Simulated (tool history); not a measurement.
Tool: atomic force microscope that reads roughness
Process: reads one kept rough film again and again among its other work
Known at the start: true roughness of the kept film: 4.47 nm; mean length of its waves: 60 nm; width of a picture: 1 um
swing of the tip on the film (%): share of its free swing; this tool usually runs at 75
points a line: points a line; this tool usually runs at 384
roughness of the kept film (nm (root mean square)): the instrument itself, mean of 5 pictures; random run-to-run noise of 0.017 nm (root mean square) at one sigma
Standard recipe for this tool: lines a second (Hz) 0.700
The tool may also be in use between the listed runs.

run,hour,lines a second (Hz),swing of the tip on the film (%),points a line,roughness of the kept film (nm (root mean square))
1,0.0,0.700,75,384,3.923
2,7.5,0.700,75,384,3.898
3,16.5,0.930,75,384,3.790
4,23.1,0.700,75,384,3.858
5,29.3,0.700,75,384,3.830
# hour 34.5: new tip fitted
6,37.7,0.700,75,384,4.049
7,45.7,0.700,75,384,4.044
8,52.7,0.700,75,690,4.041
9,57.7,1.674,75,384,3.721
10,62.0,1.674,75,384,3.745
11,68.1,3.805,75,384,3.219
12,74.4,3.805,75,384,3.198
13,80.5,0.700,75,384,3.972
14,87.4,1.664,75,407,3.662
15,91.5,0.699,75,759,3.939
16,99.6,2.211,82,690,3.289
17,108.0,2.283,70,384,3.620
18,115.8,1.718,86,296,3.287
19,124.8,0.700,61,429,3.994
20,128.9,0.700,79,496,3.810
21,133.6,0.700,59,384,3.988
# hour 138.1: new tip fitted
22,143.2,0.700,59,384,4.202
23,152.3,1.816,74,384,3.744
24,160.2,1.447,70,695,3.910
25,168.8,1.447,70,695,3.883
26,173.5,3.865,66,500,3.565

Measured less the same run without the tool's hidden state. The same run-to-run variation is in both; the gauge's scatter may not be:
The hidden state here: radius of the tip, nm; height scale over the true one, %; drift of the gauge itself on roughness_nm, %.
run,roughness of the kept film (nm (root mean square))
1,-0.174
2,-0.189
3,-0.205
4,-0.224
5,-0.236
6,-0.008
7,-0.026
8,-0.045
9,-0.053
10,-0.063
11,-0.064
12,-0.076
13,-0.109
14,-0.115
15,-0.134
16,-0.127
17,-0.159
18,-0.159
19,-0.215
20,-0.215
21,-0.237
22,-0.027
23,-0.045
24,-0.067
25,-0.087
26,-0.089

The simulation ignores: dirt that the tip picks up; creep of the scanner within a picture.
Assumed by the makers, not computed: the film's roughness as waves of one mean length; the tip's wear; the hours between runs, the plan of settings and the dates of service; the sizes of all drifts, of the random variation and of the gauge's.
